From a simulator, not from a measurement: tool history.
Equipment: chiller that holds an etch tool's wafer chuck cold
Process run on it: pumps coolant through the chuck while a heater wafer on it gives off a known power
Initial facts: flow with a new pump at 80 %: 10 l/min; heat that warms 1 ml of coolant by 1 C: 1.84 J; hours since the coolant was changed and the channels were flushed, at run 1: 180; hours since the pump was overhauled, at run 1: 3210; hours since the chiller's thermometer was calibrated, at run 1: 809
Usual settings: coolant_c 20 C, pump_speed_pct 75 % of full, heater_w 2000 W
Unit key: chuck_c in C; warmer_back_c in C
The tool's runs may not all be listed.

run,hour,coolant_c,pump_speed_pct,heater_w,hours since the coolant was changed and the channels were flushed,hours since the pump was overhauled,hours since the chiller's thermometer was calibrated,chuck_c,warmer_back_c
1,0.0,20,75,2000,180,3210,809,34.6,7.31
2,144.3,20,75,2910,325,3354,953,41.4,10.69
3,265.2,20,75,2910,445,3475,1074,41.3,10.63
4,382.2,20,75,2910,563,3592,1191,41.3,10.69
5,572.3,20,75,2910,753,3782,1381,41.5,10.80
6,681.7,20,75,2910,862,3891,1491,41.7,10.72
7,818.4,20,93,2000,999,4028,1627,32.8,5.89
8,996.6,20,93,2000,1177,4206,1806,32.7,5.93
9,1141.6,20,93,2000,1322,4351,1951,32.6,5.89
10,1241.2,20,93,2000,1422,4451,2050,32.7,5.88
11,1334.3,20,65,2000,1515,4544,2143,36.8,8.67
12,1513.8,20,85,2000,1694,4723,2323,33.9,6.60
13,1673.4,20,75,1017,1854,4883,2482,27.9,3.80
14,1860.6,18,75,1017,2041,5070,2670,25.8,3.80
# hour 1874.8: coolant pump overhauled
15,1956.1,20,75,2000,2131,81,2760,35.6,7.64
16,2129.5,20,75,2000,2305,255,2934,35.7,7.64
17,2256.5,20,75,1436,2432,382,3061,31.2,5.46
18,2441.0,20,74,2000,2616,566,3245,35.9,7.74
# hour 2539.7: chiller's thermometer calibrated
19,2583.2,20,70,1029,2758,707,43,28.7,4.23
20,2699.2,20,71,2798,2873,823,159,43.7,11.41
21,2826.2,20,71,2798,3001,950,287,43.7,11.44
# hour 2926.2: coolant pump overhauled, once more
22,2939.5,20,95,2798,3109,13,395,37.9,7.63
23,3124.5,28,95,2798,3294,198,580,45.8,7.61
24,3296.7,22,94,2347,3466,370,752,37.4,6.49
25,3475.1,12,64,1862,3644,549,930,28.5,7.70
26,3685.1,12,64,1862,3854,759,1140,28.3,7.71
27,3878.9,14,88,1266,4048,953,1334,22.9,3.78
28,4007.2,15,64,2180,4177,1081,1462,34.4,9.03
29,4118.8,15,98,1997,4288,1193,1574,28.1,5.35
30,4274.9,13,85,2000,4444,1349,1730,27.4,6.19
31,4494.7,27,76,1004,4664,1568,1950,34.9,3.49
32,4608.6,27,76,2385,4778,1682,2064,46.0,8.34

Alternative continuations, all from the tool just after run 32; predict every row:
A,4698.4,15,76,2385,4868,1772,2154,?,?
B,4698.4,20,89,2000,4868,1772,2154,?,?
C,4698.4,14,75,2000,4868,1772,2154,?,?
D,4698.4,15,93,2000,4868,1772,2154,?,?

run,chuck_c,warmer_back_c
A,34.0,8.37
B,34.2,5.98
C,30.0,7.13
D,28.9,5.67
Without the tool's unlogged condition, the same runs would have read:
run,chuck_c,warmer_back_c
A,31.4,8.21
B,32.2,5.86
C,27.8,6.99
D,27.0,5.56
